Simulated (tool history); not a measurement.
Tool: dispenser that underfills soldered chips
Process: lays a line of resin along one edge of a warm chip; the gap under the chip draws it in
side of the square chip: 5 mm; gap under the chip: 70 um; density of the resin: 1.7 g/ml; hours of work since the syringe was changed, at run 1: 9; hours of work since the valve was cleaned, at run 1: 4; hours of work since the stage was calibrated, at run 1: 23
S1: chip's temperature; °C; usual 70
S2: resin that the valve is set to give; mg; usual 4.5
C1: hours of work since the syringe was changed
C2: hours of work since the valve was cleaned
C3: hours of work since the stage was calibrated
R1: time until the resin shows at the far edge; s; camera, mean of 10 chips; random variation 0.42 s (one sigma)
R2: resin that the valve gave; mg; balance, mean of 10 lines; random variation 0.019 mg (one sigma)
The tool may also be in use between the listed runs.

Run 1, hour 0: usual settings; C1 9; C2 4; C3 23. Result: R1 43.6 s, R2 4.46 mg.
At hour 0.9: new syringe of resin.
Run 2, hour 7.8: usual settings; C1 5; C2 10; C3 29. Result: R1 37 s, R2 4.44 mg.
At hour 12.9: new syringe of resin.
Run 3, hour 19.9: usual settings; C1 5; C2 19; C3 38. Result: R1 36.7 s, R2 4.41 mg.
At hour 24.4: new syringe of resin.
Run 4, hour 27.9: usual settings; C1 3; C2 25; C3 44. Result: R1 32.9 s, R2 4.41 mg.
Run 5, hour 33.7: usual settings; C1 7; C2 29; C3 49. Result: R1 40.4 s, R2 4.37 mg.
At hour 36.5: new syringe of resin.
Run 6, hour 40.9: usual settings; C1 3; C2 35; C3 54. Result: R1 34.1 s, R2 4.38 mg.
At hour 48.8: new syringe of resin.
Run 7, hour 50.2: usual settings; C1 1; C2 41; C3 61. Result: R1 30.5 s, R2 4.36 mg.
Run 8, hour 58.1: usual settings but S1 69 °C, S2 4.01 mg; C1 7; C2 48; C3 67. Result: R1 42.4 s, R2 3.82 mg.
At hour 60.9: new syringe of resin.
Run 9, hour 66.6: usual settings but S1 69 °C, S2 4.01 mg; C1 4; C2 54; C3 73. Result: R1 37.1 s, R2 3.83 mg.
At hour 72.8: dispensing valve cleaned and set on the balance.
At hour 73.9: new syringe of resin.
Run 10, hour 76.6: usual settings but S1 69 °C, S2 5.45 mg; C1 2; C2 3; C3 80. Result: R1 31.7 s, R2 5.41 mg.
Run 11, hour 81.9: usual settings but S1 69 °C, S2 5.45 mg; C1 6; C2 7; C3 84. Result: R1 38.9 s, R2 5.4 mg.

3 ways to go on from here, each from the tool as it stands after run 11. What would each give?
At hour 86.3: new syringe of resin.
Run A, hour 92: usual settings but S1 81 °C, S2 3.83 mg; C1 4; C2 14; C3 91. Result: R1 ?, R2 ?.
At hour 86.3: new syringe of resin.
Run B, hour 92: usual settings but S1 63 °C, S2 3.84 mg; C1 4; C2 14; C3 91. Result: R1 ?, R2 ?.
At hour 86.3: new syringe of resin.
Run C, hour 92: usual settings but S1 83 °C, S2 3.82 mg; C1 4; C2 14; C3 91. Result: R1 ?, R2 ?.

run    R1    R2
  A    26  3.76
  B  45.3   3.8
  C  24.1  3.77
Without the tool's hidden state the same runs would have given:
run    R1    R2
  A  20.9  3.82
  B  36.7  3.85
  C  19.4  3.83
